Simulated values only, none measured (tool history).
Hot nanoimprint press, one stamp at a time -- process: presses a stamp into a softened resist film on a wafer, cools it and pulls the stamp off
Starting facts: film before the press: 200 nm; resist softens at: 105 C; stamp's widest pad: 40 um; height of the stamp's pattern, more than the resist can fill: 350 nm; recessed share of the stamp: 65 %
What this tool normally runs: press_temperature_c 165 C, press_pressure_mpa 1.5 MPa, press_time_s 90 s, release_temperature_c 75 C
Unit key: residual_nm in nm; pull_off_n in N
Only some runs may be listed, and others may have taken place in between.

run 1 hour=0 | press_temperature_c=165 press_pressure_mpa=1.5 press_time_s=90 release_temperature_c=75 | residual_nm=101.3 pull_off_n=138
run 2 hour=9.6 | press_temperature_c=165 press_pressure_mpa=1.5 press_time_s=90 release_temperature_c=75 | residual_nm=101.3 pull_off_n=133
run 3 hour=14.6 | press_temperature_c=165 press_pressure_mpa=1.5 press_time_s=90 release_temperature_c=75 | residual_nm=101.7 pull_off_n=136
run 4 hour=23.9 | press_temperature_c=165 press_pressure_mpa=1.5 press_time_s=90 release_temperature_c=77 | residual_nm=101.9 pull_off_n=127
run 5 hour=33.3 | press_temperature_c=165 press_pressure_mpa=1.5 press_time_s=90 release_temperature_c=77 | residual_nm=101.8 pull_off_n=132
run 6 hour=38.2 | press_temperature_c=165 press_pressure_mpa=1.5 press_time_s=90 release_temperature_c=77 | residual_nm=101.2 pull_off_n=132
run 7 hour=49.1 | press_temperature_c=165 press_pressure_mpa=1.5 press_time_s=90 release_temperature_c=77 | residual_nm=101.4 pull_off_n=132
run 8 hour=56.7 | press_temperature_c=165 press_pressure_mpa=1.5 press_time_s=90 release_temperature_c=77 | residual_nm=100.8 pull_off_n=135
-- hour=60.4 plate thermocouple calibrated
run 9 hour=66.6 | press_temperature_c=165 press_pressure_mpa=1.5 press_time_s=90 release_temperature_c=77 | residual_nm=102.1 pull_off_n=135
run 10 hour=76.4 | press_temperature_c=165 press_pressure_mpa=2.06 press_time_s=90 release_temperature_c=75 | residual_nm=89.2 pull_off_n=141
run 11 hour=82.5 | press_temperature_c=165 press_pressure_mpa=1.23 press_time_s=90 release_temperature_c=75 | residual_nm=111.6 pull_off_n=140
run 12 hour=90.8 | press_temperature_c=165 press_pressure_mpa=1.91 press_time_s=90 release_temperature_c=75 | residual_nm=91.1 pull_off_n=146
-- hour=103.7 plate thermocouple calibrated, once more
run 13 hour=104.7 | press_temperature_c=165 press_pressure_mpa=1.5 press_time_s=90 release_temperature_c=80 | residual_nm=101.3 pull_off_n=120
run 14 hour=111 | press_temperature_c=165 press_pressure_mpa=1.5 press_time_s=90 release_temperature_c=80 | residual_nm=101.5 pull_off_n=121
run 15 hour=115.7 | press_temperature_c=165 press_pressure_mpa=1.5 press_time_s=90 release_temperature_c=80 | residual_nm=101.6 pull_off_n=119
run 16 hour=125.4 | press_temperature_c=167 press_pressure_mpa=1.5 press_time_s=90 release_temperature_c=60 | residual_nm=95.3 pull_off_n=207
run 17 hour=130 | press_temperature_c=167 press_pressure_mpa=2.05 press_time_s=90 release_temperature_c=65 | residual_nm=82.3 pull_off_n=186
run 18 hour=137.8 | press_temperature_c=167 press_pressure_mpa=2.05 press_time_s=90 release_temperature_c=65 | residual_nm=81.2 pull_off_n=186
run 19 hour=143.8 | press_temperature_c=167 press_pressure_mpa=2.05 press_time_s=90 release_temperature_c=65 | residual_nm=80.7 pull_off_n=187
run 20 hour=154.4 | press_temperature_c=165 press_pressure_mpa=2.12 press_time_s=110 release_temperature_c=75 | residual_nm=78.5 pull_off_n=143
run 21 hour=165.1 | press_temperature_c=165 press_pressure_mpa=2.12 press_time_s=110 release_temperature_c=75 | residual_nm=79.1 pull_off_n=149
run 22 hour=173.9 | press_temperature_c=172 press_pressure_mpa=1.12 press_time_s=90 release_temperature_c=75 | residual_nm=95.9 pull_off_n=143
run 23 hour=179.1 | press_temperature_c=172 press_pressure_mpa=1.12 press_time_s=90 release_temperature_c=75 | residual_nm=96.1 pull_off_n=150
run 24 hour=186.4 | press_temperature_c=161 press_pressure_mpa=2.22 press_time_s=90 release_temperature_c=73 | residual_nm=93.3 pull_off_n=153
run 25 hour=195.2 | press_temperature_c=161 press_pressure_mpa=2.22 press_time_s=90 release_temperature_c=73 | residual_nm=94.4 pull_off_n=158
run 26 hour=202.3 | press_temperature_c=161 press_pressure_mpa=2.22 press_time_s=90 release_temperature_c=73 | residual_nm=94.8 pull_off_n=159
run 27 hour=211.5 | press_temperature_c=175 press_pressure_mpa=2.36 press_time_s=90 release_temperature_c=75 | residual_nm=59.5 pull_off_n=151
run 28 hour=220.9 | press_temperature_c=175 press_pressure_mpa=1.22 press_time_s=173 release_temperature_c=72 | residual_nm=67.6 pull_off_n=164
run 29 hour=225.7 | press_temperature_c=159 press_pressure_mpa=1.22 press_time_s=173 release_temperature_c=75 | residual_nm=106.6 pull_off_n=156
run 30 hour=234.5 | press_temperature_c=160 press_pressure_mpa=1.21 press_time_s=45 release_temperature_c=62 | residual_nm=150.3 pull_off_n=206

Table of differences, measured result less the result of that run with no hidden state. Run-to-run variation is the same in both. Gauge scatter possibly is not:
Hidden conditions of the tool in this case: true temperature over the reading, C; pressure that arrives at the usual setting, %; grip of the stamp's worn release coat, % over a new coat's; drift of the gauge itself on residual_nm, %; drift of the gauge itself on pull_off_n, %.
run=1 residual_nm=+1.7 pull_off_n=+5
run=2 residual_nm=+1.7 pull_off_n=+6
run=3 residual_nm=+1.7 pull_off_n=+7
run=4 residual_nm=+1.8 pull_off_n=+6
run=5 residual_nm=+1.8 pull_off_n=+7
run=6 residual_nm=+1.9 pull_off_n=+8
run=7 residual_nm=+1.8 pull_off_n=+8
run=8 residual_nm=+1.9 pull_off_n=+9
run=9 residual_nm=+2.8 pull_off_n=+11
run=10 residual_nm=+2.9 pull_off_n=+12
run=11 residual_nm=+2.8 pull_off_n=+13
run=12 residual_nm=+2.9 pull_off_n=+14
run=13 residual_nm=+1.2 pull_off_n=+10
run=14 residual_nm=+1.1 pull_off_n=+11
run=15 residual_nm=+1.2 pull_off_n=+10
run=16 residual_nm=+1.2 pull_off_n=+19
run=17 residual_nm=+1.3 pull_off_n=+17
run=18 residual_nm=+1.4 pull_off_n=+18
run=19 residual_nm=+1.3 pull_off_n=+18
run=20 residual_nm=+1.4 pull_off_n=+15
run=21 residual_nm=+1.5 pull_off_n=+17
run=22 residual_nm=+1.1 pull_off_n=+17
run=23 residual_nm=+1.1 pull_off_n=+17
run=24 residual_nm=+1.8 pull_off_n=+19
run=25 residual_nm=+1.9 pull_off_n=+19
run=26 residual_nm=+1.9 pull_off_n=+21
run=27 residual_nm=+1.4 pull_off_n=+20
run=28 residual_nm=+1.1 pull_off_n=+23
run=29 residual_nm=+1.5 pull_off_n=+22
run=30 residual_nm=+1.5 pull_off_n=+29

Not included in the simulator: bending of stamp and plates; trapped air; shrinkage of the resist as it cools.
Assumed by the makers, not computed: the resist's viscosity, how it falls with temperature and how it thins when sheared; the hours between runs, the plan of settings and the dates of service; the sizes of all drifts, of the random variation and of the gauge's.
